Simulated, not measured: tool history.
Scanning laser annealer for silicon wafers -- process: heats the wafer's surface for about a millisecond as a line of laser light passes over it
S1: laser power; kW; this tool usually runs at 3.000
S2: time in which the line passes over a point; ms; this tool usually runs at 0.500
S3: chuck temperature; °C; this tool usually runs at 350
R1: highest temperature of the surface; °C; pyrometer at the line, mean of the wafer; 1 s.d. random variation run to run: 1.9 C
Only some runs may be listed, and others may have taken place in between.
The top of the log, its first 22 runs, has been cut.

run,day,S1,S2,S3,R1
23,12.300,3.000,0.487,341,1172
24,13.071,3.000,0.373,350,1076
25,13.717,2.635,0.490,346,1067
26,14.075,3.000,0.478,311,1126
27,14.771,2.551,0.366,311,920
28,15.092,2.551,0.366,311,913
29,15.729,2.551,0.411,383,1022
30,16.296,3.000,0.611,310,1226
31,16.838,2.741,0.442,322,1035

Predict each of these 4 candidate next runs independently; none follows another, all start after run 31:
A,17.471,2.742,0.611,350,?
B,17.471,3.000,0.408,350,?
C,17.471,2.812,0.408,350,?
D,17.471,2.809,0.473,316,?

run,R1
A,1183
B,1108
C,1056
D,1073
What these runs would have given with no unlogged condition in the tool:
run,R1
A,1184
B,1109
C,1057
D,1074
